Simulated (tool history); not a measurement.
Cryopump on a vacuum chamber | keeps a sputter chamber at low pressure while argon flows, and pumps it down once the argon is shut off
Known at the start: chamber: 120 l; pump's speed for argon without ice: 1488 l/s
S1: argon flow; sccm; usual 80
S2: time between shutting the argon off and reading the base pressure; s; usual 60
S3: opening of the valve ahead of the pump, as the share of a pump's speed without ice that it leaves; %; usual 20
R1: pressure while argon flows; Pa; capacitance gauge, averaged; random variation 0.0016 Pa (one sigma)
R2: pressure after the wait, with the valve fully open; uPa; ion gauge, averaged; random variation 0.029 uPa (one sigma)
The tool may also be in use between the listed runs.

run    hour   S1   S2  S3      R1    R2
  1       0   80   60  20  0.4558  1.42
  2   106.4   41   60  20  0.2366  1.52
  3   173.3   41   60  29  0.1633   1.6
  4   267.5   81   60  29  0.3253  1.69
  5   381.7   32   60  20  0.1867   1.9
  6   446.5   32   60  20  0.1857  1.86
  7   544.1   32   60  20  0.1857  2.03
  8     601   53   60  20   0.309  2.09
  9   698.3   53   60  20  0.3098  2.15
 10   801.2   53   60  20  0.3114  2.36
 11   918.7   64   60  20  0.3777  2.47
 12  1027.3   65   60  20  0.3843  2.62
 13  1125.9   65   60  20  0.3864   2.7
     1222.7  -- pump warmed up, emptied and cooled again
 14  1225.8   39   60  20  0.2232  2.54
 15  1329.6   80  132  20  0.4581     2
 16  1431.4   80  132  20  0.4624  2.13
 17  1495.3   80   60  20  0.4617  2.91
 18  1603.1   80   60  20  0.4625     3
 19  1694.4   80   60  43  0.2223  3.15
 20  1783.5  128   60  44  0.3487  3.21
 21  1863.3  133   44  21  0.7411  3.89
 22  1979.4   99   44  21  0.5556  3.88
 23  2074.5   99   44  21   0.557  4.07
 24  2171.5   99  270  22  0.5347  2.73
 25  2256.8   80  127  47  0.2129  3.22
 26    2335   80  127  47   0.215  3.37
 27  2394.9   46   34  50  0.1176   5.1

Forecast run 28:
     2468.9  -- pump warmed up, emptied and cooled again
 28  2486.7  37  65  25   ?   ?

{"run 28": {"R1": 0.1699, "R2": 3.69}}
Without the tool's hidden state the same run would have given R1 0.1677 Pa, R2 1.32 uPa.
